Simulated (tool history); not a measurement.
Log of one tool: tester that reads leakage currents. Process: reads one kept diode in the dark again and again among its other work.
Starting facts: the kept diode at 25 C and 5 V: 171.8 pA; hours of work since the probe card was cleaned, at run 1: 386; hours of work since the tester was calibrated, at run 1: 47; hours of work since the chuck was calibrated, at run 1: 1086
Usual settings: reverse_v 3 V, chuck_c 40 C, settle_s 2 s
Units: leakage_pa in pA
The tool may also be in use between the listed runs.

run	hour	reverse_v	chuck_c	settle_s	hours of work since the probe card was cleaned	hours of work since the tester was calibrated	hours of work since the chuck was calibrated	leakage_pa
1	0	3	40	2	386	47	1086	460.7
2	27.3	3	29	2	401	62	1100	183.38
3	56.1	4.35	40	2	417	77	1116	571.93
4	97.8	4.35	40	2	439	99	1138	571.31
5	129	4.35	40	2	456	116	1155	572.43
6	156.7	4.35	40	2	470	131	1170	569.92
7	191.4	8.7	40	2	489	150	1188	848.64
8	209.8	3	40	2	499	159	1198	458.71
9	245.9	3	40	1.25	518	179	1218	463.42
10	264.1	8.79	40	2	528	188	1227	852.04
11	303.9	8.79	40	2	549	210	1249	853.55
12	325.1	3	40	2	561	221	1260	462.9
13	342.6	3	40	2	570	231	1269	460.01
14	384.5	6.01	24	0.41	593	253	1292	175.3
15	413.3	3.78	30	0.42	608	268	1307	228.31
16	431.6	3.71	25	0.42	618	278	1317	145.75
17	467.1	3.71	25	0.42	637	297	1336	145.93
18	496.9	1.64	34	1.02	653	313	1352	198.67
19	528.3	8.05	32	0.32	670	330	1369	419.55
20	560.5	5.92	40	2.42	687	347	1386	680.43
21	578.3	5.92	53	2.42	696	357	1396	1881.54
22	596.9	9.78	42	3.37	706	367	1406	1064.58
23	618.9	5.67	50	0.99	718	379	1418	1464.17
24	646.7	19.28	40	0.76	733	394	1432	1342.61
25	669.2	5.32	22	4.84	745	406	1445	136.42

Alternative continuations, all from the tool just after run 25; predict every row:
A	686.5	9.44	51	3.27	754	415	1454	?
B	686.5	10.45	38	0.31	754	415	1454	?
C	686.5	1.78	22	3.97	754	415	1454	?

run	leakage_pa
A	2100.57
B	801.1
C	72.97
With the hidden condition removed and each run's random variation left untouched, the same runs would have given:
run	leakage_pa
A	2103.08
B	802.05
C	73.06

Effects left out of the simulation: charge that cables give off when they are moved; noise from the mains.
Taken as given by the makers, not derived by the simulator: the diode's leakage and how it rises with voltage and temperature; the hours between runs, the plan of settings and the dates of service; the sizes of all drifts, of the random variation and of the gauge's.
